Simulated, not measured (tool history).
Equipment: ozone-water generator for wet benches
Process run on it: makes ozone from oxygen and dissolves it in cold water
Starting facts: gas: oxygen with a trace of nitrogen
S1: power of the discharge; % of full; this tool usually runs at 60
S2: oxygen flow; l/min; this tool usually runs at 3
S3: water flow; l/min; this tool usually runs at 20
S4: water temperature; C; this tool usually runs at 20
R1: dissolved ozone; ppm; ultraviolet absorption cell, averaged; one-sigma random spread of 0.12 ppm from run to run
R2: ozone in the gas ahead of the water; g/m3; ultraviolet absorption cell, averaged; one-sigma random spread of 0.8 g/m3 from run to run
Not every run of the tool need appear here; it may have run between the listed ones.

run 1 day=0 | S1=60 S2=3 S3=20 S4=20 | R1=8.7 R2=116.1
run 2 day=1.846 | S1=60 S2=3 S3=26 S4=20 | R1=6.9 R2=116.1
run 3 day=3.858 | S1=60 S2=3 S3=20 S4=20 | R1=8.7 R2=113.8
run 4 day=5.762 | S1=60 S2=3 S3=20 S4=13 | R1=9.3 R2=115.2
run 5 day=7.546 | S1=60 S2=3 S3=20 S4=13 | R1=9.1 R2=115.1
run 6 day=9.883 | S1=60 S2=3 S3=20 S4=15 | R1=8.9 R2=114.6
run 7 day=11.112 | S1=60 S2=3 S3=20 S4=20 | R1=8.6 R2=114.7
run 8 day=13.204 | S1=88 S2=3 S3=20 S4=20 | R1=11.6 R2=154.5
run 9 day=14.196 | S1=60 S2=3 S3=20 S4=20 | R1=8.5 R2=114.3
run 10 day=16.267 | S1=60 S2=3 S3=20 S4=20 | R1=8.6 R2=114
run 11 day=18.158 | S1=60 S2=3 S3=20 S4=20 | R1=8.7 R2=114.7
run 12 day=20.138 | S1=60 S2=3 S3=31 S4=20 | R1=5.7 R2=114.1

Forecast run 13:
run 13 day=21.892 | S1=60 S2=3 S3=20 S4=20 | R1=? R2=?

{"run 13": {"R1": 8.4, "R2": 112.4}}
The same run, on a tool lacking any hidden state, would have yielded R1 9.6 ppm, R2 123.9 g/m3.

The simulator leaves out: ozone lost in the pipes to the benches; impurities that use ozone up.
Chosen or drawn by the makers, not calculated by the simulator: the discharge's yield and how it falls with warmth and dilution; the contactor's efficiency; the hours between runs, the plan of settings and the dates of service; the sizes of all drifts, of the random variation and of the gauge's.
